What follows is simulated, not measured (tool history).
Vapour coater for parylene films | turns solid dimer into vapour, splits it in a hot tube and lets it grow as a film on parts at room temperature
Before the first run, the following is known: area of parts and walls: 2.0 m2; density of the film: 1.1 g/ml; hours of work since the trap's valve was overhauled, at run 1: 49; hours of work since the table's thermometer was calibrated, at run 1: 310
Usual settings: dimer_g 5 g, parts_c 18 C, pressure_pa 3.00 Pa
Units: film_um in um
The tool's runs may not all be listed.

run    hour  dimer_g  parts_c  pressure_pa  hours of work since the trap's valve was overhauled  hours of work since the table's thermometer was calibrated  film_um
  1     0.0        5       18         3.00                                                   49                                                         310     1.39
  2    35.5        5       18         3.00                                                   76                                                         338     1.38
  3    65.5        5       18         6.73                                                  100                                                         361     1.22
  4    90.5        5       17         3.00                                                  119                                                         380     1.38
  5   138.7        4       17         3.00                                                  156                                                         418     1.11
  6   173.7        4       17         3.00                                                  184                                                         445     1.08
  7   204.5        5       18         3.00                                                  208                                                         469     1.31
  8   226.0        5       18         3.00                                                  224                                                         485     1.31
  9   264.9        5       18         3.00                                                  255                                                         516     1.29
 10   296.4        5       18         3.00                                                  279                                                         540     1.32
 11   330.4        5       18         3.00                                                  305                                                         567     1.28
 12   372.9        5       18         3.00                                                  338                                                         600     1.27
 13   394.0        5       18         3.00                                                  355                                                         616     1.24
 14   428.8        7       18         3.00                                                  382                                                         643     1.77
 15   457.1        7       18         3.00                                                  404                                                         665     1.75
 16   498.7        3       18         3.00                                                  436                                                         697     0.75
 17   538.6        3       18         3.00                                                  467                                                         728     0.74
 18   571.4        5       18         3.00                                                  493                                                         754     1.22
      582.8  -- trap's valve overhauled
 19   617.1        5       11         3.00                                                   27                                                         786     1.61
 20   667.9        5       11         3.00                                                   66                                                         826     1.57
 21   717.9        5       11         3.00                                                  105                                                         864     1.58
 22   745.2        4       18         3.00                                                  126                                                         886     1.05
 23   774.8        4       18         3.00                                                  149                                                         909     1.06
 24   820.1        4       18         3.00                                                  184                                                         944     1.05
 25   869.5        4       10         3.00                                                  223                                                         982     1.23
 26   900.1        8       17         3.00                                                  246                                                        1006     2.10
 27   932.6        8       17         3.00                                                  272                                                        1031     2.09
 28   966.0        5       18         2.26                                                  298                                                        1057     1.31
 29  1005.6        5       20         2.26                                                  328                                                        1088     1.27
 30  1028.5        5       13         3.45                                                  346                                                        1106     1.39
 31  1072.8        5       12         7.52                                                  381                                                        1140     1.28
 32  1098.5        5       12         2.63                                                  401                                                        1160     1.46
 33  1143.1        3       11         3.00                                                  435                                                        1195     0.87
 34  1190.0        3       20         2.05                                                  472                                                        1231     0.73
     1226.3  -- trap's valve overhauled
 35  1226.6        2       21         2.96                                                    0                                                        1256     0.50
 36  1266.8        2       14         4.78                                                   32                                                        1288     0.56
 37  1314.4        3       24         9.08                                                   68                                                        1325     0.59
 38  1342.0        7       18         3.54                                                   90                                                        1346     1.82
 39  1371.7        3       12         2.03                                                  113                                                        1369     0.95
 40  1397.2        7       19         3.72                                                  133                                                        1389     1.75
 41  1447.4        7       19         3.72                                                  172                                                        1428     1.72
 42  1472.3        4       18         2.34                                                  191                                                        1447     1.09
 43  1495.2        4       18         3.31                                                  209                                                        1465     1.04
 44  1527.7        5       27         6.37                                                  234                                                        1490     0.92
 45  1577.8        5       27         6.37                                                  273                                                        1529     0.91
 46  1616.6        6       15         6.37                                                  303                                                        1559     1.49

Subtracting, for every run, the result it would have given without the tool's unlogged condition from the measured result gives the following. The same run-to-run variation enters both numbers; the gauge's scatter may not:
The hidden state here: vapour lost through the trap's worn valve, %; true temperature of the parts over the reading, C; drift of the gauge itself on film_um, %.
run  film_um
  1    -0.03
  2    -0.04
  3    -0.04
  4    -0.05
  5    -0.05
  6    -0.06
  7    -0.07
  8    -0.08
  9    -0.09
 10    -0.10
 11    -0.11
 12    -0.11
 13    -0.13
 14    -0.18
 15    -0.19
 16    -0.09
 17    -0.10
 18    -0.16
 19    -0.04
 20    -0.06
 21    -0.07
 22    -0.05
 23    -0.06
 24    -0.06
 25    -0.10
 26    -0.16
 27    -0.18
 28    -0.12
 29    -0.12
 30    -0.15
 31    -0.15
 32    -0.18
 33    -0.11
 34    -0.10
 35    -0.01
 36    -0.02
 37    -0.02
 38    -0.09
 39    -0.05
 40    -0.10
 41    -0.11
 42    -0.07
 43    -0.08
 44    -0.08
 45    -0.08
 46    -0.15
